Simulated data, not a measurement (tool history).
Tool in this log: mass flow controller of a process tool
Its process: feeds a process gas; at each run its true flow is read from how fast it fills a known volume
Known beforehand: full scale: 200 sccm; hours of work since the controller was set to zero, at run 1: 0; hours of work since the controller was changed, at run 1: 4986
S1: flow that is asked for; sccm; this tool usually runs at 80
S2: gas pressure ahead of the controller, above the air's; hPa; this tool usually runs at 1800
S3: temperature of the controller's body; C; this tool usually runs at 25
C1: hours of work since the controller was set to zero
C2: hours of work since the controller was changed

Run 1, hour 0.0: usual settings; C1 0; C2 4986. Result: true flow (%) 100.79.
Run 2, hour 253.7: usual settings; C1 182; C2 5168. Result: true flow (%) 100.92.
Run 3, hour 517.9: usual settings; C1 372; C2 5358. Result: true flow (%) 100.96.
Run 4, hour 634.4: usual settings but S2 2130 hPa; C1 456; C2 5441. Result: true flow (%) 100.97.
Run 5, hour 754.7: usual settings but S2 2130 hPa; C1 542; C2 5528. Result: true flow (%) 101.29.
Run 6, hour 1007.5: usual settings but S2 2130 hPa; C1 724; C2 5710. Result: true flow (%) 101.12.
Run 7, hour 1214.8: usual settings but S2 2130 hPa, S3 21 C; C1 873; C2 5859. Result: true flow (%) 100.79.
Run 8, hour 1417.6: usual settings but S2 2130 hPa, S3 21 C; C1 1019; C2 6004. Result: true flow (%) 100.91.
Run 9, hour 1700.2: usual settings but S2 2130 hPa, S3 21 C; C1 1222; C2 6208. Result: true flow (%) 101.09.
Run 10, hour 1876.0: usual settings; C1 1348; C2 6334. Result: true flow (%) 101.37.
Run 11, hour 2072.5: usual settings but S3 21 C; C1 1490; C2 6475. Result: true flow (%) 101.17.
Run 12, hour 2280.0: usual settings but S2 1620 hPa; C1 1639; C2 6624. Result: true flow (%) 101.57.
Run 13, hour 2440.2: usual settings but S2 1620 hPa; C1 1754; C2 6739. Result: true flow (%) 101.64.
Run 14, hour 2672.4: usual settings but S2 1620 hPa; C1 1921; C2 6906. Result: true flow (%) 101.70.
Run 15, hour 2828.4: usual settings but S2 1620 hPa; C1 2033; C2 7018. Result: true flow (%) 101.60.
Run 16, hour 3040.6: usual settings but S1 166 sccm, S2 1620 hPa; C1 2185; C2 7171. Result: true flow (%) 102.06.
Run 17, hour 3270.0: usual settings but S1 166 sccm, S2 1620 hPa; C1 2350; C2 7336. Result: true flow (%) 102.11.
Run 18, hour 3490.9: usual settings but S1 40 sccm, S2 1620 hPa; C1 2509; C2 7495. Result: true flow (%) 102.37.
Run 19, hour 3718.1: usual settings but S1 40 sccm, S2 1620 hPa; C1 2672; C2 7658. Result: true flow (%) 102.42.
Run 20, hour 3896.4: usual settings but S1 40 sccm, S2 1620 hPa; C1 2801; C2 7786. Result: true flow (%) 102.50.
Run 21, hour 4170.0: usual settings but S1 69 sccm; C1 2997; C2 7983. Result: true flow (%) 102.29.
Run 22, hour 4351.5: usual settings but S1 62 sccm; C1 3128; C2 8113. Result: true flow (%) 102.35.
Run 23, hour 4469.5: usual settings but S1 160 sccm, S2 1480 hPa, S3 22 C; C1 3213; C2 8198. Result: true flow (%) 102.02.
Run 24, hour 4633.9: usual settings but S1 160 sccm, S2 1480 hPa, S3 22 C; C1 3331; C2 8316. Result: true flow (%) 101.99.
Run 25, hour 4895.0: usual settings but S1 102 sccm, S2 2770 hPa, S3 24 C; C1 3518; C2 8504. Result: true flow (%) 102.56.
At hour 4911.1: controller's zero set anew.
Run 26, hour 5016.4: usual settings but S1 102 sccm, S2 2770 hPa, S3 24 C; C1 76; C2 8591. Result: true flow (%) 102.66.
Run 27, hour 5179.7: usual settings but S1 39 sccm, S2 1660 hPa, S3 26 C; C1 193; C2 8708. Result: true flow (%) 103.47.
Run 28, hour 5448.4: usual settings but S1 39 sccm, S2 1660 hPa, S3 26 C; C1 386; C2 8901. Result: true flow (%) 103.62.
Run 29, hour 5602.7: usual settings but S1 157 sccm, S2 1700 hPa, S3 26 C; C1 497; C2 9012. Result: true flow (%) 102.82.
Run 30, hour 5854.3: usual settings but S1 90 sccm, S2 1440 hPa, S3 24 C; C1 678; C2 9193. Result: true flow (%) 102.59.
At hour 5904.1: controller's zero set anew, once more.
Run 31, hour 5968.4: usual settings but S1 90 sccm, S2 1440 hPa, S3 24 C; C1 46; C2 9275. Result: true flow (%) 101.93.
Run 32, hour 6117.0: usual settings but S1 48 sccm, S3 38 C; C1 153; C2 9381. Result: true flow (%) 103.49.
Run 33, hour 6377.2: usual settings but S1 24 sccm, S2 1720 hPa, S3 38 C; C1 340; C2 9568. Result: true flow (%) 103.67.
Run 34, hour 6546.6: usual settings but S1 24 sccm, S2 1720 hPa, S3 38 C; C1 462; C2 9690. Result: true flow (%) 103.87.
Run 35, hour 6728.8: usual settings but S1 36 sccm, S2 1770 hPa, S3 24 C; C1 593; C2 9821. Result: true flow (%) 102.13.
Run 36, hour 6995.8: usual settings but S1 58 sccm, S2 1530 hPa, S3 21 C; C1 785; C2 10013. Result: true flow (%) 101.82.
Run 37, hour 7239.0: usual settings but S1 41 sccm, S2 1430 hPa, S3 40 C; C1 959; C2 10188. Result: true flow (%) 104.16.
Run 38, hour 7447.8: usual settings but S1 149 sccm; C1 1110; C2 10338. Result: true flow (%) 102.80.
Run 39, hour 7721.5: usual settings but S1 149 sccm; C1 1306; C2 10535. Result: true flow (%) 102.76.
Run 40, hour 7858.7: usual settings but S1 149 sccm; C1 1405; C2 10633. Result: true flow (%) 102.98.
Run 41, hour 8064.1: usual settings but S1 151 sccm, S2 1970 hPa, S3 37 C; C1 1553; C2 10781. Result: true flow (%) 104.36.
Run 42, hour 8204.7: usual settings but S1 124 sccm, S2 2260 hPa, S3 24 C; C1 1654; C2 10882. Result: true flow (%) 102.83.

Predict each of these 4 candidate next runs independently; none follows another, all start after run 42:
Run A, hour 8427.4: usual settings but S1 139 sccm, S2 2260 hPa, S3 24 C; C1 1814; C2 11042. Result: true flow (%) ?.
Run B, hour 8427.4: usual settings but S1 137 sccm; C1 1814; C2 11042. Result: true flow (%) ?.
Run C, hour 8427.4: usual settings but S1 72 sccm, S3 23 C; C1 1814; C2 11042. Result: true flow (%) ?.
Run D, hour 8427.4: usual settings but S1 59 sccm, S2 2260 hPa, S3 24 C; C1 1814; C2 11042. Result: true flow (%) ?.

run  true flow (%)
  A         102.98
  B         103.02
  C         102.59
  D         102.96
With no hidden state in the tool, these same runs would have given:
run  true flow (%)
  A          99.64
  B          99.68
  C          99.02
  D          99.28
